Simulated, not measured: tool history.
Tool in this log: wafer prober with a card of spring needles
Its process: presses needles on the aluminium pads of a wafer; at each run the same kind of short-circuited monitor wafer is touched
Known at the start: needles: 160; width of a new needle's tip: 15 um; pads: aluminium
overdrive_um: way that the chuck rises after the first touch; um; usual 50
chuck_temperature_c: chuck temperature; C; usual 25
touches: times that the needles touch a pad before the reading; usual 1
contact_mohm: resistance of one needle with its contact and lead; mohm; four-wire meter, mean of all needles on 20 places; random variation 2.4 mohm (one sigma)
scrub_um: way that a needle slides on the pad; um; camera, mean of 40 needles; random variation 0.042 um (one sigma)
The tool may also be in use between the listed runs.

run	hour	overdrive_um	chuck_temperature_c	touches	contact_mohm	scrub_um
1	0.0	50	25	1	270	10.43
2	27.5	50	32	1	280	10.52
# hour 30.2: tips cleaned on abrasive film
# hour 62.5: tips cleaned on abrasive film
3	67.9	50	32	1	280	10.57
# hour 94.3: tips cleaned on abrasive film
4	104.4	57	25	1	276	11.98
# hour 124.6: tips cleaned on abrasive film
5	131.9	50	25	1	274	10.49
# hour 155.9: tips cleaned on abrasive film
6	171.5	51	25	1	277	10.81
# hour 187.0: tips cleaned on abrasive film
# hour 196.8: height of the first contact set anew
7	208.4	51	25	1	276	10.66
# hour 218.7: tips cleaned on abrasive film
8	230.0	51	25	1	278	10.67
# hour 250.0: tips cleaned on abrasive film
9	257.3	56	25	1	278	11.82
# hour 280.4: tips cleaned on abrasive film
10	287.5	56	25	1	278	11.73
# hour 310.7: tips cleaned on abrasive film
11	313.5	32	73	2	299	6.69
# hour 341.1: tips cleaned on abrasive film
12	346.4	32	26	2	281	6.72
13	365.7	58	106	3	299	12.15

3 ways to go on from here, each from the tool as it stands after run 13. What would each give?
# hour 370.9: tips cleaned on abrasive film
A	400.4	30	85	3	?	?
# hour 370.9: tips cleaned on abrasive film
B	400.4	56	32	1	?	?
# hour 370.9: tips cleaned on abrasive film
C	400.4	50	39	1	?	?

run	contact_mohm	scrub_um
A	307	6.27
B	272	11.72
C	280	10.54
Without the tool's unlogged condition, the same runs would have read:
run	contact_mohm	scrub_um
A	307	6.27
B	271	11.72
C	280	10.54
